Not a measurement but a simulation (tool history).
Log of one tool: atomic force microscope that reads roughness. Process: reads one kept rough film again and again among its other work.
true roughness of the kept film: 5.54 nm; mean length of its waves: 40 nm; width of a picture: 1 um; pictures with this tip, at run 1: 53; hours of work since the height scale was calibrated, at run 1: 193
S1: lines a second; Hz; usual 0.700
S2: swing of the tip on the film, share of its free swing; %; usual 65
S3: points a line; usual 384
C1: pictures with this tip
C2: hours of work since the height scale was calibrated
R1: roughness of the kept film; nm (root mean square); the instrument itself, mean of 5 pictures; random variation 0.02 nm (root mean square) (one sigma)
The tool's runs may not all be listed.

| run | day | S1 | S2 | S3 | C1 | C2 | R1 |
|---|---|---|---|---|---|---|---|
| 1 | 0.000 | 0.700 | 65 | 384 | 53 | 193 | 4.492 |
| 2 | 0.375 | 3.458 | 65 | 384 | 61 | 197 | 4.144 |
| 3 | 0.696 | 3.458 | 65 | 384 | 68 | 202 | 4.080 |
| 4 | 1.092 | 3.458 | 65 | 384 | 76 | 207 | 4.083 |
| 5 | 1.262 | 0.700 | 65 | 341 | 79 | 209 | 4.302 |
| 6 | 1.571 | 0.700 | 65 | 473 | 86 | 213 | 4.264 |
| 7 | 1.792 | 0.700 | 65 | 473 | 90 | 216 | 4.271 |
| 8 | 2.100 | 0.700 | 63 | 384 | 97 | 220 | 4.205 |
| 9 | 2.354 | 0.700 | 60 | 384 | 102 | 223 | 4.171 |
| 10 | 2.738 | 0.700 | 60 | 384 | 110 | 228 | 4.169 |
| 11 | 3.025 | 0.700 | 60 | 384 | 116 | 232 | 4.134 |
| 12 | 3.379 | 3.001 | 65 | 384 | 123 | 236 | 3.812 |
|  | 3.500 | new tip fitted |
| 13 | 3.746 | 3.001 | 65 | 384 | 5 | 240 | 4.605 |
| 14 | 4.075 | 3.001 | 65 | 384 | 12 | 245 | 4.544 |
| 15 | 4.267 | 3.001 | 65 | 384 | 16 | 247 | 4.539 |
| 16 | 4.550 | 3.001 | 65 | 384 | 22 | 251 | 4.490 |
| 17 | 4.771 | 2.186 | 65 | 384 | 26 | 254 | 4.533 |
| 18 | 5.025 | 1.442 | 65 | 384 | 31 | 257 | 4.596 |
| 19 | 5.350 | 1.442 | 65 | 384 | 38 | 261 | 4.525 |
| 20 | 5.617 | 0.700 | 65 | 384 | 43 | 265 | 4.558 |
| 21 | 5.825 | 2.623 | 88 | 257 | 48 | 267 | 3.782 |
| 22 | 6.033 | 2.623 | 64 | 831 | 52 | 270 | 4.324 |
| 23 | 6.354 | 1.921 | 71 | 788 | 59 | 274 | 4.251 |
| 24 | 6.775 | 0.882 | 80 | 894 | 67 | 279 | 4.303 |
| 25 | 6.988 | 0.690 | 64 | 498 | 72 | 282 | 4.392 |
| 26 | 7.242 | 2.537 | 65 | 384 | 77 | 285 | 4.168 |
|  | 7.308 | height scale calibrated on a step standard |
| 27 | 7.517 | 2.537 | 65 | 384 | 82 | 3 | 4.129 |
| 28 | 7.692 | 2.537 | 65 | 384 | 85 | 5 | 4.087 |
| 29 | 8.104 | 1.450 | 61 | 645 | 94 | 10 | 4.188 |
| 30 | 8.504 | 1.696 | 77 | 452 | 102 | 15 | 3.925 |
| 31 | 8.829 | 2.792 | 75 | 270 | 109 | 20 | 3.741 |
| 32 | 9.017 | 2.792 | 75 | 270 | 112 | 22 | 3.714 |
| 33 | 9.433 | 2.792 | 75 | 270 | 121 | 27 | 3.668 |
|  | 9.538 | height scale calibrated on a step standard, once more |
|  | 9.700 | new tip fitted |
| 34 | 9.754 | 2.792 | 75 | 270 | 1 | 3 | 4.450 |
| 35 | 9.962 | 1.514 | 75 | 270 | 6 | 5 | 4.662 |
| 36 | 10.250 | 1.514 | 75 | 270 | 11 | 9 | 4.613 |
| 37 | 10.617 | 1.514 | 75 | 270 | 19 | 14 | 4.563 |
| 38 | 10.983 | 1.425 | 73 | 274 | 27 | 18 | 4.566 |
| 39 | 11.304 | 0.761 | 89 | 274 | 33 | 22 | 4.441 |
| 40 | 11.704 | 0.700 | 90 | 384 | 41 | 28 | 4.409 |

Forecast each of these 5 alternatives for the next run:
| A | 11.975 | 0.700 | 68 | 384 | 47 | 31 | ? |
| B | 11.975 | 0.700 | 75 | 384 | 47 | 31 | ? |
| C | 11.975 | 3.848 | 83 | 818 | 47 | 31 | ? |
| D | 11.975 | 1.063 | 71 | 500 | 47 | 31 | ? |
| E | 11.975 | 2.222 | 65 | 384 | 47 | 31 | ? |

| run | R1 |
|---|---|
| A | 4.559 |
| B | 4.500 |
| C | 3.760 |
| D | 4.491 |
| E | 4.434 |
Without the tool's hidden state the same runs would have given:
| run | R1 |
|---|---|
| A | 4.932 |
| B | 4.868 |
| C | 4.067 |
| D | 4.858 |
| E | 4.795 |

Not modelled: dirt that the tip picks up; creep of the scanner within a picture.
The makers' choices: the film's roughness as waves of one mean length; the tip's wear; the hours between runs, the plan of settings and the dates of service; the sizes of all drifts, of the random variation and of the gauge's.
